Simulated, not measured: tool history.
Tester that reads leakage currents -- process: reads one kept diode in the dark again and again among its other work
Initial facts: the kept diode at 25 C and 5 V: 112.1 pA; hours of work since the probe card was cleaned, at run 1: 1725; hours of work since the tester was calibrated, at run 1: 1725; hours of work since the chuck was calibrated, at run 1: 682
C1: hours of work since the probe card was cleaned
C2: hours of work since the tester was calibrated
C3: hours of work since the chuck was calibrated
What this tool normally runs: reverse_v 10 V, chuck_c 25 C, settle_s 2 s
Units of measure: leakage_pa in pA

run 1 hour=0 | reverse_v=10 chuck_c=25 settle_s=2 | C1=1725 C2=1725 C3=682 | leakage_pa=183.45
run 2 hour=60.2 | reverse_v=10 chuck_c=25 settle_s=2 | C1=1770 C2=1770 C3=727 | leakage_pa=185.62
-- hour=124.9 chuck's temperature calibrated
run 3 hour=173.2 | reverse_v=1 chuck_c=25 settle_s=2 | C1=1853 C2=1853 C3=36 | leakage_pa=65.02
run 4 hour=237.2 | reverse_v=1 chuck_c=25 settle_s=2 | C1=1901 C2=1901 C3=84 | leakage_pa=65.9
run 5 hour=303.3 | reverse_v=1 chuck_c=31 settle_s=2 | C1=1951 C2=1951 C3=134 | leakage_pa=113.44
run 6 hour=406.1 | reverse_v=10 chuck_c=25 settle_s=2 | C1=2028 C2=2028 C3=211 | leakage_pa=169.94
run 7 hour=458.1 | reverse_v=10 chuck_c=25 settle_s=0.65 | C1=2067 C2=2067 C3=250 | leakage_pa=174.74
run 8 hour=509.8 | reverse_v=10 chuck_c=25 settle_s=0.65 | C1=2106 C2=2106 C3=289 | leakage_pa=175.06
run 9 hour=626.5 | reverse_v=1 chuck_c=25 settle_s=0.65 | C1=2194 C2=2194 C3=376 | leakage_pa=72.8
run 10 hour=718.8 | reverse_v=1.2 chuck_c=25 settle_s=2 | C1=2263 C2=2263 C3=446 | leakage_pa=79.17
run 11 hour=812.7 | reverse_v=10 chuck_c=25 settle_s=2 | C1=2333 C2=2333 C3=516 | leakage_pa=187.01
run 12 hour=897.9 | reverse_v=10 chuck_c=25 settle_s=2 | C1=2397 C2=2397 C3=580 | leakage_pa=190.15
run 13 hour=1007.8 | reverse_v=2.6 chuck_c=38 settle_s=4.85 | C1=2480 C2=2480 C3=663 | leakage_pa=338.77
run 14 hour=1088.4 | reverse_v=6.4 chuck_c=52 settle_s=0.59 | C1=2540 C2=2540 C3=723 | leakage_pa=1437.76
-- hour=1160.1 chuck's temperature calibrated
run 15 hour=1195.2 | reverse_v=6.4 chuck_c=52 settle_s=0.59 | C1=2619 C2=2619 C3=26 | leakage_pa=1202.31
run 16 hour=1270.9 | reverse_v=4.2 chuck_c=25 settle_s=2 | C1=2676 C2=2676 C3=83 | leakage_pa=116.62
run 17 hour=1346.4 | reverse_v=4.2 chuck_c=25 settle_s=2 | C1=2732 C2=2732 C3=140 | leakage_pa=118.15
run 18 hour=1422.6 | reverse_v=8.8 chuck_c=25 settle_s=7.13 | C1=2790 C2=2790 C3=197 | leakage_pa=162.74
run 19 hour=1504.4 | reverse_v=12.1 chuck_c=52 settle_s=2 | C1=2851 C2=2851 C3=258 | leakage_pa=1607.3
run 20 hour=1588.8 | reverse_v=1 chuck_c=52 settle_s=2 | C1=2914 C2=2914 C3=322 | leakage_pa=643.76
-- hour=1635.9 tester calibrated
-- hour=1706.9 probe card cleaned and baked
run 21 hour=1706.9 | reverse_v=2.4 chuck_c=39 settle_s=1.77 | C1=0 C2=51 C3=407 | leakage_pa=318.96

Describe how what the log doesn't record of the tool's condition differs between the last listed run preceding each entry between runs and the first listed run following it.
Logged between run 2 and run 3: chuck's temperature calibrated (hour 124.9)
  stray current of the dirty probe card, pA a volt: 0.948 -> 0.99; current scale over the true one, %: 1.19 -> 1.25; true chuck temperature over the reading, C: 1.97 -> 0.26
  measured less the result without the state, leakage_pa: +39.65 -> +3.26 pA
Logged between run 14 and run 15: chuck's temperature calibrated (hour 1160.1)
  stray current of the dirty probe card, pA a volt: 1.334 -> 1.374; current scale over the true one, %: 1.76 -> 1.82; true chuck temperature over the reading, C: 2.5 -> 0.07
  measured less the result without the state, leakage_pa: +274.83 -> +36.61 pA
Logged between run 20 and run 21: tester calibrated (hour 1635.9); probe card cleaned and baked (hour 1706.9)
  stray current of the dirty probe card, pA a volt: 1.523 -> 0.02; current scale over the true one, %: 2.05 -> 0.09; true chuck temperature over the reading, C: 1.01 -> 1.25
  measured less the result without the state, leakage_pa: +61.05 -> +31.32 pA
